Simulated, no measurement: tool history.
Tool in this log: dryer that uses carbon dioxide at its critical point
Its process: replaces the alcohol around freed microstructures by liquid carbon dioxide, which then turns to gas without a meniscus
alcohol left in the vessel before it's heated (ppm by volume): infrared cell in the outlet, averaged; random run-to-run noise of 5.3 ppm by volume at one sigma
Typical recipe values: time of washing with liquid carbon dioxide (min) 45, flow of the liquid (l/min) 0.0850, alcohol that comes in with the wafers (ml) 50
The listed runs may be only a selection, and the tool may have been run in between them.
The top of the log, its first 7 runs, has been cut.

| run | hour | time of washing with liquid carbon dioxide (min) | flow of the liquid (l/min) | alcohol that comes in with the wafers (ml) | hours of work since the filter was changed | hours of work since the purifier's bed was changed | alcohol left in the vessel before it's heated (ppm by volume) |
|---|---|---|---|---|---|---|---|
| 8 | 335.2 | 41 | 0.0850 | 50 | 166 | 285 | 319 |
| 9 | 388.2 | 41 | 0.0850 | 38 | 208 | 327 | 273 |
| 10 | 438.2 | 41 | 0.0850 | 38 | 247 | 366 | 295 |
| 11 | 476.8 | 41 | 0.0850 | 38 | 278 | 397 | 288 |
| 12 | 517.1 | 45 | 0.0850 | 71 | 310 | 429 | 337 |
| 13 | 545.4 | 45 | 0.0850 | 71 | 332 | 451 | 330 |
| 14 | 594.9 | 40 | 0.0850 | 50 | 371 | 490 | 436 |
| 15 | 644.6 | 40 | 0.0850 | 50 | 411 | 530 | 467 |
| 16 | 693.4 | 40 | 0.0850 | 50 | 449 | 568 | 463 |
| 17 | 731.6 | 40 | 0.0850 | 50 | 480 | 599 | 487 |
| 18 | 784.7 | 44 | 0.0850 | 50 | 522 | 641 | 343 |
|  | 823.6 | inlet filter changed |
| 19 | 824.3 | 44 | 0.0850 | 50 | 1 | 671 | 306 |
| 20 | 852.9 | 44 | 0.0769 | 29 | 23 | 694 | 332 |
| 21 | 903.5 | 45 | 0.0850 | 82 | 63 | 734 | 384 |
|  | 968.0 | purifier's bed changed |
| 22 | 968.0 | 45 | 0.0850 | 82 | 112 | 0 | 237 |
| 23 | 996.8 | 35 | 0.0850 | 79 | 135 | 23 | 910 |
| 24 | 1062.5 | 30 | 0.1068 | 79 | 187 | 75 | 582 |
| 25 | 1131.0 | 54 | 0.1381 | 33 | 241 | 129 | 38 |
| 26 | 1200.1 | 34 | 0.1359 | 63 | 296 | 184 | 78 |
| 27 | 1268.1 | 45 | 0.1310 | 50 | 349 | 238 | 53 |
| 28 | 1322.9 | 45 | 0.1310 | 50 | 393 | 281 | 81 |
| 29 | 1389.8 | 45 | 0.1310 | 50 | 446 | 334 | 77 |
| 30 | 1419.0 | 29 | 0.0896 | 78 | 469 | 357 | 2063 |
| 31 | 1479.0 | 29 | 0.0896 | 78 | 516 | 404 | 2157 |

Run 32, settings as shown, results not yet in. Your forecast:
|  | 1527.0 | inlet filter changed |
| 32 | 1536.9 | 33 | 0.0554 | 78 | 8 | 449 | ? |

Logged for run 32: alcohol left in the vessel before it's heated (ppm by volume) 7172.
Had the tool carried no hidden state, the very same run would have given alcohol left in the vessel before it's heated (ppm by volume) 7033.

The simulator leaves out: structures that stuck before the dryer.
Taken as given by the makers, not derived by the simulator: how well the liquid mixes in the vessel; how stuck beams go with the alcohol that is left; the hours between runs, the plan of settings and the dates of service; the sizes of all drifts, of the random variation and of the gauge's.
